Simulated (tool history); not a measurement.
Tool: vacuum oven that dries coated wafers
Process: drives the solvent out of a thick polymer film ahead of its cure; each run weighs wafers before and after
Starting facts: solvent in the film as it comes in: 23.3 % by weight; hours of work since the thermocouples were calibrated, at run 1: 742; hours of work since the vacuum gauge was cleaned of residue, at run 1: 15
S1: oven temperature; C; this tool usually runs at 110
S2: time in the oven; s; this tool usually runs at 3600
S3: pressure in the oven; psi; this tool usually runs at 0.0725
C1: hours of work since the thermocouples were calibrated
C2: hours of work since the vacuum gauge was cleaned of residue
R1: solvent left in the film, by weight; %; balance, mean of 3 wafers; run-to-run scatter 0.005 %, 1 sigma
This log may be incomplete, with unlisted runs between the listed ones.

{"run": 1, "hour": 0.0, "S1": 110, "S2": 3600, "S3": 0.0725, "C1": 742, "C2": 15, "R1": 2.624}
{"run": 2, "hour": 8.7, "S1": 110, "S2": 3600, "S3": 0.0725, "C1": 746, "C2": 18, "R1": 2.629}
{"run": 3, "hour": 14.0, "S1": 110, "S2": 3600, "S3": 0.0725, "C1": 748, "C2": 20, "R1": 2.629}
{"run": 4, "hour": 21.5, "S1": 109, "S2": 3600, "S3": 0.0725, "C1": 751, "C2": 24, "R1": 2.837}
{"run": 5, "hour": 33.1, "S1": 109, "S2": 3600, "S3": 0.0725, "C1": 756, "C2": 28, "R1": 2.852}
{"run": 6, "hour": 39.5, "S1": 109, "S2": 3600, "S3": 0.0725, "C1": 759, "C2": 31, "R1": 2.851}
{"run": 7, "hour": 44.7, "S1": 109, "S2": 3600, "S3": 0.0725, "C1": 761, "C2": 33, "R1": 2.851}
{"run": 8, "hour": 50.0, "S1": 109, "S2": 3600, "S3": 0.0725, "C1": 763, "C2": 35, "R1": 2.852}
{"run": 9, "hour": 57.6, "S1": 96, "S2": 5700, "S3": 0.2212, "C1": 766, "C2": 39, "R1": 6.016}
{"run": 10, "hour": 65.8, "S1": 96, "S2": 5700, "S3": 0.2212, "C1": 770, "C2": 42, "R1": 6.023}
{"hour": 70.3, "done": "oven's thermocouples calibrated"}
{"run": 11, "hour": 79.1, "S1": 122, "S2": 2040, "S3": 0.0798, "C1": 4, "C2": 47, "R1": 2.674}
{"run": 12, "hour": 85.6, "S1": 122, "S2": 2040, "S3": 0.0798, "C1": 6, "C2": 49, "R1": 2.676}
{"run": 13, "hour": 90.7, "S1": 111, "S2": 5220, "S3": 0.0725, "C1": 8, "C2": 51, "R1": 1.287}
{"run": 14, "hour": 97.2, "S1": 100, "S2": 2400, "S3": 0.1049, "C1": 11, "C2": 54, "R1": 8.334}
{"run": 15, "hour": 104.5, "S1": 100, "S2": 5100, "S3": 0.0773, "C1": 14, "C2": 57, "R1": 3.478}
{"run": 16, "hour": 109.9, "S1": 100, "S2": 5100, "S3": 0.0773, "C1": 16, "C2": 59, "R1": 3.477}

Each row is a separate what-if for the run after 16, all from the same tool condition, not one after another. Results?
{"run": "A", "hour": 120.6, "S1": 100, "S2": 2700, "S3": 0.0773, "C1": 21, "C2": 64, "R1": "?"}
{"run": "B", "hour": 120.6, "S1": 102, "S2": 3600, "S3": 0.0725, "C1": 21, "C2": 64, "R1": "?"}
{"run": "C", "hour": 120.6, "S1": 100, "S2": 5100, "S3": 0.1514, "C1": 21, "C2": 64, "R1": "?"}
{"run": "D", "hour": 120.6, "S1": 107, "S2": 3600, "S3": 0.0709, "C1": 21, "C2": 64, "R1": "?"}
{"run": "E", "hour": 120.6, "S1": 110, "S2": 5760, "S3": 0.0725, "C1": 21, "C2": 64, "R1": "?"}

run=A R1=7.285
run=B R1=4.725
run=C R1=4.39
run=D R1=3.312
run=E R1=1.205
With the hidden condition removed and each run's random variation left untouched, the same runs would have given:
run=A R1=7.284
run=B R1=4.724
run=C R1=4.39
run=D R1=3.312
run=E R1=1.204

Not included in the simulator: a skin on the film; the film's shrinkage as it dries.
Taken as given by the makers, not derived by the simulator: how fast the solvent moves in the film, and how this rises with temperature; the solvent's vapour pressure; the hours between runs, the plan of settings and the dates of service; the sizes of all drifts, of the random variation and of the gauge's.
